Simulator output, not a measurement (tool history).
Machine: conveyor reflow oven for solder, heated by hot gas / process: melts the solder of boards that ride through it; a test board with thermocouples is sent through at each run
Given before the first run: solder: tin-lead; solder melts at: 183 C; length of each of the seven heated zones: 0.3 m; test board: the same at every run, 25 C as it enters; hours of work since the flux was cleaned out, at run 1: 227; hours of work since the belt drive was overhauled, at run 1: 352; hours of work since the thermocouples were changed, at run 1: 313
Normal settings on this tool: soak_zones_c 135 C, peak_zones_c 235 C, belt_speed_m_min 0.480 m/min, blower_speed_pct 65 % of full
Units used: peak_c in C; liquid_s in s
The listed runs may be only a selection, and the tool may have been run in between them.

run,hour,soak_zones_c,peak_zones_c,belt_speed_m_min,blower_speed_pct,hours of work since the flux was cleaned out,hours of work since the belt drive was overhauled,hours of work since the thermocouples were changed,peak_c,liquid_s
1,0.0,135,235,0.480,65,227,352,313,215.1,53.8
2,24.1,135,235,0.480,84,240,365,327,219.9,58.3
3,51.2,135,235,0.480,84,255,380,342,220.1,58.4
4,74.6,135,235,0.480,84,268,393,354,219.7,58.2
5,94.9,135,239,0.480,65,279,405,366,218.6,56.3
6,120.6,135,239,0.480,65,293,419,380,218.6,56.5
7,138.6,135,235,0.480,65,303,429,390,214.8,53.6
# hour 156.5: flux residue cleaned out of gas plates and filters
8,167.8,135,235,0.480,65,6,442,403,216.3,54.9
9,185.7,135,235,0.480,65,16,452,413,216.1,54.9
10,208.9,135,248,0.480,65,29,465,426,227.5,62.9
11,222.4,137,235,0.505,65,36,472,433,214.4,51.3
12,249.3,137,229,0.482,86,51,487,448,216.2,56.5
13,273.3,135,233,0.480,65,65,500,462,214.2,53.3
14,290.8,132,235,0.461,65,74,510,471,216.5,56.9
15,311.2,135,245,0.460,65,86,521,483,225.7,65.0
16,338.1,135,245,0.460,65,100,536,497,226.0,64.8
17,362.2,135,245,0.482,77,114,550,511,227.6,63.2
18,384.0,135,245,0.482,77,126,562,523,227.7,62.9
19,411.0,125,227,0.409,52,141,577,538,207.7,52.2

Branching from run 19: 4 alternative next runs. What would each branch give?
A,426.1,126,227,0.537,52,149,585,546,?,?
B,426.1,126,227,0.480,65,149,585,546,?,?
C,426.1,124,235,0.480,65,149,585,546,?,?
D,426.1,125,227,0.416,52,149,585,546,?,?

run,peak_c,liquid_s
A,197.4,25.8
B,206.7,43.1
C,213.2,48.9
D,207.2,50.3
What these runs would have given with no unlogged condition in the tool:
run,peak_c,liquid_s
A,198.3,26.7
B,208.0,43.7
C,214.5,49.2
D,208.3,50.7
